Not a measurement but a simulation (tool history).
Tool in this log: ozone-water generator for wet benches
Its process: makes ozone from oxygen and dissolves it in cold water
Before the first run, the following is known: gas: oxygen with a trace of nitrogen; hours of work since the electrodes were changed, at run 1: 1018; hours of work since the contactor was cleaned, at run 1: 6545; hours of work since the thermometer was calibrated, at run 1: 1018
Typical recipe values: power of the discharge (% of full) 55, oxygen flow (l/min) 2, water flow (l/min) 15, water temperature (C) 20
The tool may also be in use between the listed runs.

run,day,power of the discharge (% of full),oxygen flow (l/min),water flow (l/min),water temperature (C),hours of work since the electrodes were changed,hours of work since the contactor was cleaned,hours of work since the thermometer was calibrated,dissolved ozone (ppm),ozone in the gas ahead of the water (g/m3)
1,0,55,2,15,20,1018,6545,1018,8.9,156.5
2,0.783,92,2,15,20,1031,6558,1031,11.9,211.3
3,2.346,92,2.12,15,20,1056,6583,1056,12,205.3
4,3.096,55,2,20,20,1068,6595,1068,6.4,157.7
5,4.7,55,2,20,20,1094,6621,1094,6.5,156.4
6,5.596,55,2,20,20,1108,6635,1108,6.2,157.6
7,6.967,55,2,20,20,1130,6657,1130,6.3,155.9
8,8.679,55,2,20,20,1158,6685,1158,6.5,155.8
9,9.925,55,2,20,20,1178,6705,1178,6.3,158.1
10,11.254,55,2,20,20,1199,6726,1199,6.5,157.9
11,12.779,55,2,20,20,1224,6751,1224,6.4,156.3
12,14.475,55,2,20,20,1251,6778,1251,6.2,156.2
13,15.854,55,2,20,20,1274,6801,1274,6.3,158.2
14,17.325,55,2,20,20,1297,6824,1297,6.3,157.2
15,19.1,67,2,15,20,1326,6853,1326,9.7,176.7
16,20.125,55,2,15,20,1342,6870,1342,8.8,156.9
17,21.833,55,2,15,20,1370,6897,1370,8.7,155.1
18,23.092,70,1.16,15,20,1390,6917,1390,8.4,221.4
19,24.783,99,1.52,10,13,1418,6945,1418,18.8,244.2

Run 20, settings as shown, results not yet in. Your forecast:
20,25.608,99,1.52,10,13,1431,6958,1431,?,?

dissolved ozone (ppm): 18.9
ozone in the gas ahead of the water (g/m3): 244.9
Without the tool's hidden state the same run would have given dissolved ozone (ppm) 18.9, ozone in the gas ahead of the water (g/m3) 245.

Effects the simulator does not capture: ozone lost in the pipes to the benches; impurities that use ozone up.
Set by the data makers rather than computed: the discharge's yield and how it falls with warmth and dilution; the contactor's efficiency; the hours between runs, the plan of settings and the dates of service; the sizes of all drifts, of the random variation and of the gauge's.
